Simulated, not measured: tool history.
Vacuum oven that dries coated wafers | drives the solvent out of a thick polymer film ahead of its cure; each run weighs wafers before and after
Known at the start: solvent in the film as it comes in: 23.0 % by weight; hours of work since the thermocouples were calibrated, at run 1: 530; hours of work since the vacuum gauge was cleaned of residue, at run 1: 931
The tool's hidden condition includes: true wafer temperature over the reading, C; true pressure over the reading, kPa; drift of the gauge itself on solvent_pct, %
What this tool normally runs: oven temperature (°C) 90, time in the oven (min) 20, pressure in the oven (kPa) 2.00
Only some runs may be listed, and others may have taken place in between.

run     day  oven temperature (°C)  time in the oven (min)  pressure in the oven (kPa)  hours of work since the thermocouples were calibrated  hours of work since the vacuum gauge was cleaned of residue  solvent left in the film (%)
  1   0.000                     90                      20                        2.00                                                    530                                                          931                          6.37
  2   1.554                     77                      20                        2.00                                                    550                                                          951                         10.97
  3   3.225                     90                      20                        2.00                                                    571                                                          972                          6.35
  4   5.271                     90                      26                        2.00                                                    597                                                          998                          4.83
  5   6.979                     90                      26                        2.00                                                    619                                                         1020                          4.78
  6   7.888                     90                      20                        2.00                                                    630                                                         1032                          6.30
  7   9.629                     90                      20                        2.00                                                    653                                                         1054                          6.34
  8  11.392                     90                      22                        2.00                                                    675                                                         1076                          5.76
  9  12.825                     90                      22                        2.00                                                    693                                                         1094                          5.75
 10  13.662                     90                      22                        2.00                                                    704                                                         1105                          5.70
 11  14.788                     90                      22                        2.00                                                    718                                                         1119                          5.76
 12  15.988                     90                      22                        2.00                                                    733                                                         1134                          5.71
 13  17.754                    101                      20                        2.00                                                    756                                                         1157                          3.10
     18.962  -- oven's thermocouples calibrated
 14  18.962                    101                      20                        2.00                                                      0                                                         1171                          3.25
 15  20.400                     90                      18                        2.53                                                     18                                                         1189                          7.46
 16  22.329                     76                      24                        4.93                                                     43                                                         1214                         12.47
     22.550  -- vacuum gauge cleaned of residue and calibrated
 17  24.379                     76                      24                        4.93                                                     68                                                           23                         12.69
 18  26.275                     76                      24                        4.93                                                     92                                                           47                         12.62
 19  27.779                     79                      20                        2.00                                                    111                                                           66                         10.59
 20  28.729                     90                      12                        4.18                                                    123                                                           79                         10.71
 21  30.167                     81                      20                        1.99                                                    142                                                           97                          9.86
     31.058  -- vacuum gauge cleaned of residue and calibrated, once more
 22  31.242                     81                      20                        1.99                                                    154                                                            2                          9.36
 23  32.221                     89                      25                        1.17                                                    167                                                           15                          4.72
 24  33.917                     85                      25                        2.64                                                    188                                                           36                          6.84
 25  34.850                     85                      25                        2.64                                                    200                                                           48                          6.87

Alternative continuations, all from the tool just after run 25; predict every row:
  A  36.333                     93                      31                        1.26                                                    219                                                           67                             ?
  B  36.333                     90                      20                        7.20                                                    219                                                           67                             ?
  C  36.333                     83                      16                        1.59                                                    219                                                           67                             ?
  D  36.333                     90                      20                        4.84                                                    219                                                           67                             ?
  E  36.333                     93                      25                        2.71                                                    219                                                           67                             ?

run  solvent left in the film (%)
  A                          2.58
  B                          8.75
  C                          9.83
  D                          7.57
  E                          4.28
Had the tool no hidden state, the same runs would have come out as:
run  solvent left in the film (%)
  A                          2.64
  B                          8.87
  C                          9.93
  D                          7.68
  E                          4.37
